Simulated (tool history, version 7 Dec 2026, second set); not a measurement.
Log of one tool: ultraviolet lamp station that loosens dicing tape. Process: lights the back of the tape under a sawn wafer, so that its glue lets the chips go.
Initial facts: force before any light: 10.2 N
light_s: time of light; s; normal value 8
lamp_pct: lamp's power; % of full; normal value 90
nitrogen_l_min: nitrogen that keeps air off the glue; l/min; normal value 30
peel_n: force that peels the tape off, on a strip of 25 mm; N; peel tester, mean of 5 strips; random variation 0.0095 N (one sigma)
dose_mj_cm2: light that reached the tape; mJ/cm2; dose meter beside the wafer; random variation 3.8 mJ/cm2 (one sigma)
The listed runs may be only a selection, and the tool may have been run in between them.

{"run": 1, "day": 0.0, "light_s": 8, "lamp_pct": 90, "nitrogen_l_min": 30, "peel_n": 0.63, "dose_mj_cm2": 541}
{"run": 2, "day": 0.758, "light_s": 8, "lamp_pct": 90, "nitrogen_l_min": 30, "peel_n": 0.647, "dose_mj_cm2": 533}
{"run": 3, "day": 1.217, "light_s": 8, "lamp_pct": 90, "nitrogen_l_min": 30, "peel_n": 0.631, "dose_mj_cm2": 534}
{"run": 4, "day": 1.796, "light_s": 8, "lamp_pct": 90, "nitrogen_l_min": 30, "peel_n": 0.644, "dose_mj_cm2": 532}
{"run": 5, "day": 2.475, "light_s": 8, "lamp_pct": 90, "nitrogen_l_min": 30, "peel_n": 0.668, "dose_mj_cm2": 537}
{"run": 6, "day": 3.129, "light_s": 8, "lamp_pct": 90, "nitrogen_l_min": 30, "peel_n": 0.641, "dose_mj_cm2": 528}
{"run": 7, "day": 4.108, "light_s": 8, "lamp_pct": 90, "nitrogen_l_min": 30, "peel_n": 0.675, "dose_mj_cm2": 532}

Run 8 comes next. What will it give?
{"run": 8, "day": 5.075, "light_s": 8, "lamp_pct": 90, "nitrogen_l_min": 30, "peel_n": "?", "dose_mj_cm2": "?"}

{"run 8": {"peel_n": 0.678, "dose_mj_cm2": 525}}
Had the tool carried no hidden state, the very same run would have given peel_n 0.41 N, dose_mj_cm2 647 mJ/cm2.
